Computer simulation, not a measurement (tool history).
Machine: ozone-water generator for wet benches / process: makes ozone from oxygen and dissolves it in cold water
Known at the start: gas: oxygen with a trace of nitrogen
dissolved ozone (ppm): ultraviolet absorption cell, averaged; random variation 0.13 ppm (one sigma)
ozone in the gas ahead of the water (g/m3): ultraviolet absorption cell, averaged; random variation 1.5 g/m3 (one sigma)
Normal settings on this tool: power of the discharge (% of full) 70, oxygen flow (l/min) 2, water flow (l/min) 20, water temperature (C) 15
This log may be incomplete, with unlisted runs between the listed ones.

| run | hour | power of the discharge (% of full) | oxygen flow (l/min) | water flow (l/min) | water temperature (C) | dissolved ozone (ppm) | ozone in the gas ahead of the water (g/m3) |
|---|---|---|---|---|---|---|---|
| 1 | 0 | 70 | 2 | 20 | 15 | 15 | 278.2 |
| 2 | 35.2 | 70 | 1.47 | 20 | 15 | 13.3 | 320.2 |
| 3 | 83.6 | 70 | 1.47 | 20 | 15 | 13.3 | 321.7 |
| 4 | 124.4 | 70 | 1.47 | 20 | 15 | 13.5 | 325 |
| 5 | 154.1 | 70 | 2 | 20 | 15 | 14.6 | 276.5 |
| 6 | 179.3 | 70 | 2 | 20 | 15 | 14.9 | 277.8 |
| 7 | 222.6 | 70 | 2 | 20 | 15 | 14.9 | 277.2 |
| 8 | 249.9 | 70 | 2 | 20 | 15 | 14.9 | 279.3 |
| 9 | 277.3 | 70 | 2 | 20 | 15 | 14.9 | 277.9 |
| 10 | 310.5 | 70 | 2 | 20 | 8 | 15.5 | 281.5 |
| 11 | 338.9 | 70 | 2 | 20 | 8 | 15.7 | 279.8 |
| 12 | 371.3 | 70 | 1.42 | 20 | 15 | 13.2 | 330.5 |
| 13 | 420 | 70 | 1.71 | 20 | 15 | 13.9 | 303.4 |
| 14 | 451.3 | 70 | 2 | 20 | 11 | 15.2 | 277.9 |
| 15 | 496.9 | 41 | 1.38 | 32 | 17 | 4.7 | 228.7 |
| 16 | 545.3 | 70 | 3.02 | 20 | 15 | 16.4 | 231.5 |
| 17 | 582.3 | 70 | 1.25 | 12 | 8 | 24 | 353.4 |
| 18 | 608.1 | 70 | 1.25 | 19 | 8 | 14 | 357.8 |
| 19 | 654.3 | 74 | 2 | 17 | 15 | 18.2 | 294.4 |
| 20 | 701.3 | 86 | 2 | 29 | 8 | 11.2 | 328.9 |
| 21 | 721.7 | 86 | 1.17 | 29 | 12 | 9 | 428.5 |

The next listed run, before its measurement:
| 22 | 752.4 | 45 | 2.34 | 20 | 15 | ? | ? |

Run 22 yielded dissolved ozone (ppm) 11.2, ozone in the gas ahead of the water (g/m3) 187.7.
If the tool had no hidden condition, the same run with the same run-to-run variation would have returned dissolved ozone (ppm) 11.2, ozone in the gas ahead of the water (g/m3) 184.4.

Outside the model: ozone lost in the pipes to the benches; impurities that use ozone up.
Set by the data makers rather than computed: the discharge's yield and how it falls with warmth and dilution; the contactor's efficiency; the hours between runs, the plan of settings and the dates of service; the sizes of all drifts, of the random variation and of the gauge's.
